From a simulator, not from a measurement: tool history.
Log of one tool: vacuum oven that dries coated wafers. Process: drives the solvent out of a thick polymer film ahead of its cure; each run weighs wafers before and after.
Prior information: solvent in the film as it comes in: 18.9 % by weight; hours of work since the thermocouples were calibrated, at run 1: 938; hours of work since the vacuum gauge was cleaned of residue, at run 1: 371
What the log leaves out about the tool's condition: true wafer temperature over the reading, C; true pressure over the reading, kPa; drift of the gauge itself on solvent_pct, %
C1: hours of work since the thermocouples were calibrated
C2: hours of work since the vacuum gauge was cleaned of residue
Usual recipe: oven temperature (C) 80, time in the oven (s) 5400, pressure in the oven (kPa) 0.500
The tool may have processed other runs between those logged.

Run 1, hour 0.0: usual settings; C1 938; C2 371. Result: solvent left in the film (%) 1.97.
Run 2, hour 22.4: usual settings; C1 947; C2 380. Result: solvent left in the film (%) 1.98.
Run 3, hour 32.9: usual settings but oven temperature (C) 92; C1 951; C2 384. Result: solvent left in the film (%) 0.50.
Run 4, hour 49.7: usual settings but oven temperature (C) 92; C1 958; C2 391. Result: solvent left in the film (%) 0.51.
Run 5, hour 65.8: usual settings but oven temperature (C) 92; C1 965; C2 398. Result: solvent left in the film (%) 0.50.
Run 6, hour 82.5: usual settings but oven temperature (C) 92; C1 971; C2 404. Result: solvent left in the film (%) 0.51.
Run 7, hour 97.0: usual settings but oven temperature (C) 92; C1 977; C2 410. Result: solvent left in the film (%) 0.50.
Run 8, hour 108.5: usual settings but oven temperature (C) 92; C1 982; C2 415. Result: solvent left in the film (%) 0.51.
Run 9, hour 123.4: usual settings but time in the oven (s) 3000; C1 988; C2 421. Result: solvent left in the film (%) 4.42.
Run 10, hour 145.4: usual settings but oven temperature (C) 79, time in the oven (s) 5880, pressure in the oven (kPa) 0.295; C1 997; C2 430. Result: solvent left in the film (%) 1.72.

Expected results for the next run?
Run 11, hour 168.6: usual settings but oven temperature (C) 79, time in the oven (s) 5880, pressure in the oven (kPa) 0.295; C1 1006; C2 440. Result: solvent left in the film (%) ?.

{"run 11": {"solvent left in the film (%)": 1.71}}
On a tool with no hidden condition, and with the same random variation, this run would have come out at solvent left in the film (%) 2.02.

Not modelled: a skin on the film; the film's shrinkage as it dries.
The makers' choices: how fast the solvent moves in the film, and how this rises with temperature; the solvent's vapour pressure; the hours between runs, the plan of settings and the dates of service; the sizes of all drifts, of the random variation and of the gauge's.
